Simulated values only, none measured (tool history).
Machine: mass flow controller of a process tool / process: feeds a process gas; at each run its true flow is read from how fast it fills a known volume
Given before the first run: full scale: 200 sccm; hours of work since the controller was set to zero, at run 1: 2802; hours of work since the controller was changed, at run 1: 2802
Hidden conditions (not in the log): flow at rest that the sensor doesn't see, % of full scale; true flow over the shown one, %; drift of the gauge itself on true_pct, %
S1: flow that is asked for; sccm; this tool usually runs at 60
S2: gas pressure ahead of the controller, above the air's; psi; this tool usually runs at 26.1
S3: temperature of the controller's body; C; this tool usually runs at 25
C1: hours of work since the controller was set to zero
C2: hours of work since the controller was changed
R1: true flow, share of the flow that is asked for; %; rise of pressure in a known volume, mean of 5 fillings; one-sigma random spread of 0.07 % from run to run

run,hour,S1,S2,S3,C1,C2,R1
1,0.0,60,26.1,25,2802,2802,96.90
2,323.2,60,26.1,25,2986,2986,96.82
3,662.3,60,26.1,25,3180,3180,96.75
4,805.6,60,26.1,25,3261,3261,96.56
5,1035.7,60,26.1,25,3392,3392,96.60
6,1337.4,92,26.1,25,3564,3564,97.70
7,1591.0,184,26.1,25,3708,3708,99.53
8,1868.7,184,26.1,25,3866,3866,99.37
9,2131.5,60,38.4,25,4016,4016,96.95
10,2299.3,60,38.4,25,4112,4112,96.79
11,2583.7,60,38.4,25,4273,4273,96.78
12,2854.8,60,38.4,25,4428,4428,96.58
13,3092.8,60,26.1,25,4563,4563,95.97
14,3416.6,60,26.1,25,4748,4748,95.86
15,3593.0,60,26.1,25,4848,4848,96.04
16,3737.8,60,26.1,25,4930,4930,95.85
17,3900.1,60,26.1,21,5023,5023,96.26
18,4114.9,60,26.1,24,5145,5145,95.75
19,4412.8,60,26.1,24,5315,5315,95.81
20,4649.8,27,37.6,33,5450,5450,90.12
21,4885.6,27,37.6,33,5584,5584,90.00
22,5170.1,60,29.3,30,5746,5746,95.02
23,5509.8,60,27.3,25,5939,5939,95.41
24,5749.6,60,27.3,25,6076,6076,95.29
# hour 5770.8: controller's zero set anew
25,5943.6,123,23.8,36,98,6186,95.78
26,6254.9,123,23.8,36,276,6363,95.83
27,6457.0,123,23.8,36,391,6478,95.83
28,6680.2,21,23.8,22,518,6605,80.90
29,6889.9,21,23.8,22,637,6725,80.78
# hour 6922.0: controller's zero set anew, once more
30,7228.4,108,33.9,25,174,6917,100.37
31,7549.2,60,26.1,33,357,7100,98.52
32,7827.2,60,26.1,33,515,7258,98.29
33,8115.4,60,26.1,33,679,7422,98.34
34,8371.9,36,26.1,25,825,7568,98.43
35,8660.4,168,26.1,23,990,7732,100.78
36,8874.7,71,26.1,26,1112,7854,99.28
37,9024.0,71,26.1,26,1197,7939,98.98

Subtracting, for every run, the result it would have given without the tool's unlogged condition from the measured result gives the following. The same run-to-run variation enters both numbers; the gauge's scatter may not:
run,R1
1,-1.55
2,-1.64
3,-1.74
4,-1.79
5,-1.87
6,-1.08
7,-0.26
8,-0.26
9,-2.18
10,-2.23
11,-2.31
12,-2.39
13,-2.46
14,-2.56
15,-2.61
16,-2.65
17,-2.70
18,-2.76
19,-2.84
20,-7.61
21,-7.79
22,-3.08
23,-3.17
24,-3.24
25,-1.95
26,-1.97
27,-1.99
28,-17.32
29,-17.52
30,+1.03
31,+0.82
32,+0.73
33,+0.66
34,+0.08
35,+1.05
36,+0.59
37,+0.55
